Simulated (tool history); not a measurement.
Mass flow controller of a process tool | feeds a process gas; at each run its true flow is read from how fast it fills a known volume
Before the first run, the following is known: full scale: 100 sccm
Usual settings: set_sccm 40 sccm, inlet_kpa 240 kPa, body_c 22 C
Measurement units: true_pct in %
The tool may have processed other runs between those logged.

Run 1, day 0: usual settings. Result: true_pct 99.31 %.
Run 2, day 2.183: usual settings. Result: true_pct 99.28 %.
Run 3, day 5.358: usual settings. Result: true_pct 99.36 %.
Run 4, day 7.975: usual settings. Result: true_pct 99.28 %.
Run 5, day 10.788: usual settings. Result: true_pct 99.38 %.
Run 6, day 15.079: usual settings but set_sccm 15 sccm, inlet_kpa 259 kPa, body_c 32 C. Result: true_pct 99.99 %.
Run 7, day 20.183: usual settings but set_sccm 18 sccm, inlet_kpa 253 kPa, body_c 32 C. Result: true_pct 99.69 %.
Run 8, day 23.521: usual settings but set_sccm 23 sccm, inlet_kpa 179 kPa, body_c 24 C. Result: true_pct 100 %.
Run 9, day 28.525: usual settings but set_sccm 22 sccm, inlet_kpa 179 kPa, body_c 33 C. Result: true_pct 99.62 %.
Run 10, day 32.796: usual settings but set_sccm 17 sccm, inlet_kpa 207 kPa, body_c 33 C. Result: true_pct 100.18 %.

Below, each run's measurement less what the same run would have read without the hidden state. Both values contain the same run-to-run variation, but the gauge's scatter may not be the same in both:
Hidden state at play: flow at rest that the sensor doesn't see, % of full scale; true flow over the shown one, %; drift of the gauge itself on true_pct, %.
run  true_pct
  1     +0.81
  2     +0.81
  3     +0.82
  4     +0.84
  5     +0.85
  6     +2.91
  7     +2.43
  8     +1.85
  9        +2
 10     +2.75
